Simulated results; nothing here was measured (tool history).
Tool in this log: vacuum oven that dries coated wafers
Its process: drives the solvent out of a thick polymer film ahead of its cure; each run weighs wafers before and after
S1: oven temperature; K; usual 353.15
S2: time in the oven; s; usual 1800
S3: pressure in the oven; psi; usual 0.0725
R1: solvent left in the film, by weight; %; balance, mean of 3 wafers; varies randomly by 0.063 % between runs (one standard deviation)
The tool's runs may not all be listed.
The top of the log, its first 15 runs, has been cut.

run 16 hour=257.3 | S1=353.15 S2=2340 S3=0.0725 | R1=2.52
run 17 hour=277.1 | S1=359.15 S2=2460 S3=0.178 | R1=0.98
run 18 hour=291.4 | S1=340.15 S2=2700 S3=0.0624 | R1=8.22
run 19 hour=300.6 | S1=345.15 S2=2100 S3=0.131 | R1=7.43
run 20 hour=319.8 | S1=345.15 S2=2100 S3=0.131 | R1=7.33
run 21 hour=339.3 | S1=345.15 S2=2100 S3=0.131 | R1=7.41
run 22 hour=357.6 | S1=345.15 S2=2100 S3=0.0854 | R1=7.37
run 23 hour=368.5 | S1=345.15 S2=2100 S3=0.0854 | R1=7.15
run 24 hour=379.3 | S1=359.15 S2=1020 S3=0.0395 | R1=4.84
run 25 hour=393 | S1=359.15 S2=1320 S3=0.1017 | R1=3.3
run 26 hour=403.1 | S1=359.15 S2=1320 S3=0.1017 | R1=3.36
run 27 hour=414.8 | S1=353.15 S2=2820 S3=0.1488 | R1=1.87
run 28 hour=432.6 | S1=353.15 S2=2820 S3=0.1488 | R1=1.87
run 29 hour=441.7 | S1=358.15 S2=1920 S3=0.0467 | R1=1.74
run 30 hour=454.4 | S1=357.15 S2=1800 S3=0.2145 | R1=2.61

Forecast each of these 5 alternatives for the next run:
run A hour=474.4 | S1=357.15 S2=1380 S3=0.0727 | R1=?
run B hour=474.4 | S1=363.15 S2=1740 S3=0.1414 | R1=?
run C hour=474.4 | S1=357.15 S2=1500 S3=0.0864 | R1=?
run D hour=474.4 | S1=344.15 S2=1020 S3=0.1726 | R1=?
run E hour=474.4 | S1=353.15 S2=1440 S3=0.2145 | R1=?

run=A R1=3.98
run=B R1=0.97
run=C R1=3.41
run=D R1=12.7
run=E R1=5.83
Without the tool's hidden state the same runs would have given:
run=A R1=3.7
run=B R1=0.85
run=C R1=3.15
run=D R1=12.42
run=E R1=5.51
